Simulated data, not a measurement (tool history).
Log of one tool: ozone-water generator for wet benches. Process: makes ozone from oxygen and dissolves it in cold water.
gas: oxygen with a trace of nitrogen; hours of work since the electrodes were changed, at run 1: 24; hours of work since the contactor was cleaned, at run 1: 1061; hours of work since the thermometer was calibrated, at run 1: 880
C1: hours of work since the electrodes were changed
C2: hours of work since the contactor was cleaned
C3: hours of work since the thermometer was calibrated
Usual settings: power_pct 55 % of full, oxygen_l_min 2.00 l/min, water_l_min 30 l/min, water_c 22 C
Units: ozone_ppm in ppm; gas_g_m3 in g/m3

run 1 day=0.000 | power_pct=55 oxygen_l_min=2.00 water_l_min=30 water_c=22 | C1=24 C2=1061 C3=880 | ozone_ppm=6.3 gas_g_m3=174.9
run 2 day=1.125 | power_pct=55 oxygen_l_min=2.00 water_l_min=30 water_c=22 | C1=49 C2=1085 C3=905 | ozone_ppm=6.5 gas_g_m3=175.6
run 3 day=2.896 | power_pct=55 oxygen_l_min=2.00 water_l_min=30 water_c=22 | C1=87 C2=1124 C3=943 | ozone_ppm=6.4 gas_g_m3=175.6
run 4 day=3.917 | power_pct=81 oxygen_l_min=2.00 water_l_min=30 water_c=22 | C1=110 C2=1146 C3=966 | ozone_ppm=8.2 gas_g_m3=225.9
run 5 day=5.429 | power_pct=81 oxygen_l_min=2.00 water_l_min=30 water_c=22 | C1=143 C2=1179 C3=999 | ozone_ppm=8.3 gas_g_m3=226.3
run 6 day=6.546 | power_pct=81 oxygen_l_min=2.00 water_l_min=30 water_c=22 | C1=167 C2=1203 C3=1023 | ozone_ppm=8.2 gas_g_m3=229.0
run 7 day=8.412 | power_pct=55 oxygen_l_min=2.00 water_l_min=30 water_c=22 | C1=208 C2=1244 C3=1064 | ozone_ppm=6.1 gas_g_m3=173.9
run 8 day=9.804 | power_pct=55 oxygen_l_min=2.00 water_l_min=30 water_c=22 | C1=238 C2=1274 C3=1094 | ozone_ppm=6.4 gas_g_m3=172.3
run 9 day=11.729 | power_pct=55 oxygen_l_min=2.00 water_l_min=30 water_c=22 | C1=280 C2=1316 C3=1136 | ozone_ppm=6.1 gas_g_m3=172.3
run 10 day=12.746 | power_pct=55 oxygen_l_min=2.00 water_l_min=30 water_c=15 | C1=302 C2=1338 C3=1158 | ozone_ppm=6.5 gas_g_m3=173.7
run 11 day=13.800 | power_pct=55 oxygen_l_min=2.00 water_l_min=30 water_c=15 | C1=325 C2=1361 C3=1181 | ozone_ppm=6.6 gas_g_m3=173.6
run 12 day=15.488 | power_pct=55 oxygen_l_min=2.00 water_l_min=30 water_c=22 | C1=362 C2=1398 C3=1218 | ozone_ppm=6.4 gas_g_m3=174.6
run 13 day=16.433 | power_pct=55 oxygen_l_min=2.00 water_l_min=30 water_c=22 | C1=382 C2=1419 C3=1239 | ozone_ppm=6.3 gas_g_m3=173.7
run 14 day=18.108 | power_pct=55 oxygen_l_min=2.00 water_l_min=30 water_c=22 | C1=419 C2=1455 C3=1275 | ozone_ppm=6.3 gas_g_m3=175.4
run 15 day=19.933 | power_pct=55 oxygen_l_min=2.00 water_l_min=30 water_c=22 | C1=459 C2=1495 C3=1315 | ozone_ppm=6.2 gas_g_m3=172.7
run 16 day=21.462 | power_pct=55 oxygen_l_min=2.00 water_l_min=30 water_c=22 | C1=492 C2=1528 C3=1348 | ozone_ppm=6.4 gas_g_m3=172.7
run 17 day=23.071 | power_pct=44 oxygen_l_min=2.00 water_l_min=30 water_c=22 | C1=527 C2=1564 C3=1383 | ozone_ppm=5.4 gas_g_m3=149.0
run 18 day=24.667 | power_pct=44 oxygen_l_min=2.00 water_l_min=30 water_c=22 | C1=562 C2=1598 C3=1418 | ozone_ppm=5.4 gas_g_m3=149.1
run 19 day=26.462 | power_pct=44 oxygen_l_min=2.00 water_l_min=30 water_c=22 | C1=601 C2=1637 C3=1457 | ozone_ppm=5.5 gas_g_m3=149.5
run 20 day=27.292 | power_pct=55 oxygen_l_min=2.43 water_l_min=30 water_c=29 | C1=619 C2=1655 C3=1475 | ozone_ppm=6.1 gas_g_m3=156.5
run 21 day=28.129 | power_pct=55 oxygen_l_min=2.43 water_l_min=30 water_c=29 | C1=637 C2=1674 C3=1494 | ozone_ppm=6.2 gas_g_m3=154.0
run 22 day=29.929 | power_pct=55 oxygen_l_min=2.43 water_l_min=30 water_c=29 | C1=677 C2=1713 C3=1533 | ozone_ppm=6.1 gas_g_m3=154.3
run 23 day=31.729 | power_pct=78 oxygen_l_min=1.53 water_l_min=20 water_c=22 | C1=716 C2=1752 C3=1572 | ozone_ppm=11.7 gas_g_m3=255.9
run 24 day=32.558 | power_pct=78 oxygen_l_min=1.35 water_l_min=20 water_c=22 | C1=734 C2=1770 C3=1590 | ozone_ppm=11.3 gas_g_m3=272.7
run 25 day=33.579 | power_pct=78 oxygen_l_min=1.35 water_l_min=28 water_c=22 | C1=756 C2=1793 C3=1612 | ozone_ppm=7.5 gas_g_m3=271.1
run 26 day=35.238 | power_pct=78 oxygen_l_min=1.35 water_l_min=28 water_c=22 | C1=792 C2=1829 C3=1649 | ozone_ppm=7.6 gas_g_m3=273.5
run 27 day=36.646 | power_pct=71 oxygen_l_min=1.10 water_l_min=30 water_c=30 | C1=823 C2=1859 C3=1679 | ozone_ppm=5.8 gas_g_m3=286.4
run 28 day=38.196 | power_pct=44 oxygen_l_min=1.09 water_l_min=20 water_c=23 | C1=857 C2=1893 C3=1713 | ozone_ppm=7.4 gas_g_m3=206.8
run 29 day=39.046 | power_pct=44 oxygen_l_min=1.70 water_l_min=20 water_c=23 | C1=875 C2=1912 C3=1732 | ozone_ppm=8.0 gas_g_m3=163.6
run 30 day=40.754 | power_pct=44 oxygen_l_min=1.70 water_l_min=20 water_c=23 | C1=913 C2=1949 C3=1769 | ozone_ppm=7.9 gas_g_m3=160.9
run 31 day=41.929 | power_pct=44 oxygen_l_min=1.70 water_l_min=20 water_c=23 | C1=938 C2=1975 C3=1794 | ozone_ppm=7.9 gas_g_m3=161.7
run 32 day=42.800 | power_pct=50 oxygen_l_min=1.70 water_l_min=20 water_c=20 | C1=957 C2=1994 C3=1813 | ozone_ppm=9.1 gas_g_m3=178.6

3 ways to go on from here, each from the tool as it stands after run 32. What would each give?
run A day=44.638 | power_pct=50 oxygen_l_min=3.47 water_l_min=20 water_c=20 | C1=997 C2=2034 C3=1854 | ozone_ppm=? gas_g_m3=?
run B day=44.638 | power_pct=55 oxygen_l_min=3.46 water_l_min=30 water_c=22 | C1=997 C2=2034 C3=1854 | ozone_ppm=? gas_g_m3=?
run C day=44.638 | power_pct=56 oxygen_l_min=1.12 water_l_min=19 water_c=22 | C1=997 C2=2034 C3=1854 | ozone_ppm=? gas_g_m3=?

run=A ozone_ppm=10.1 gas_g_m3=118.6
run=B ozone_ppm=6.8 gas_g_m3=125.9
run=C ozone_ppm=9.3 gas_g_m3=240.3
Without the tool's hidden state the same runs would have given:
run=A ozone_ppm=10.5 gas_g_m3=120.1
run=B ozone_ppm=7.1 gas_g_m3=127.6
run=C ozone_ppm=9.7 gas_g_m3=243.6
